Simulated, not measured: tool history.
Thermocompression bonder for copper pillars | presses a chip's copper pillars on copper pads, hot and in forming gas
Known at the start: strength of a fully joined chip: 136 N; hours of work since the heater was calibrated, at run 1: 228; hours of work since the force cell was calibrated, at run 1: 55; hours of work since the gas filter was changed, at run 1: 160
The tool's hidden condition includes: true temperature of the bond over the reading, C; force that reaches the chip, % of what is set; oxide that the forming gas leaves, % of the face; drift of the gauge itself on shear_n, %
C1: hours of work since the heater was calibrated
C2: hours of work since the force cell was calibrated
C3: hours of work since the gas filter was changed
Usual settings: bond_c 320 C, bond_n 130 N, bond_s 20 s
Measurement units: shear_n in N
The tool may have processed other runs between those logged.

{"run": 1, "hour": 0.0, "bond_c": 320, "bond_n": 130, "bond_s": 20, "C1": 228, "C2": 55, "C3": 160, "shear_n": 86}
{"run": 2, "hour": 4.6, "bond_c": 320, "bond_n": 130, "bond_s": 20, "C1": 231, "C2": 58, "C3": 163, "shear_n": 86.9}
{"run": 3, "hour": 13.0, "bond_c": 320, "bond_n": 130, "bond_s": 19, "C1": 236, "C2": 63, "C3": 169, "shear_n": 83}
{"run": 4, "hour": 17.9, "bond_c": 320, "bond_n": 130, "bond_s": 19, "C1": 240, "C2": 67, "C3": 172, "shear_n": 84.5}
{"run": 5, "hour": 26.6, "bond_c": 320, "bond_n": 119, "bond_s": 19, "C1": 245, "C2": 72, "C3": 177, "shear_n": 79.7}
{"hour": 29.5, "done": "heater calibrated with a thermocouple chip"}
{"run": 6, "hour": 38.4, "bond_c": 320, "bond_n": 121, "bond_s": 13, "C1": 6, "C2": 78, "C3": 184, "shear_n": 71.4}
{"run": 7, "hour": 45.3, "bond_c": 302, "bond_n": 153, "bond_s": 14, "C1": 10, "C2": 83, "C3": 188, "shear_n": 78.7}

What does the tool deliver on the next run?
{"run": 8, "hour": 53.6, "bond_c": 338, "bond_n": 81, "bond_s": 14, "C1": 16, "C2": 88, "C3": 193, "shear_n": "?"}

{"run 8": {"shear_n": 54.8}}
Without the tool's hidden state the same run would have given shear_n 57.3 N.
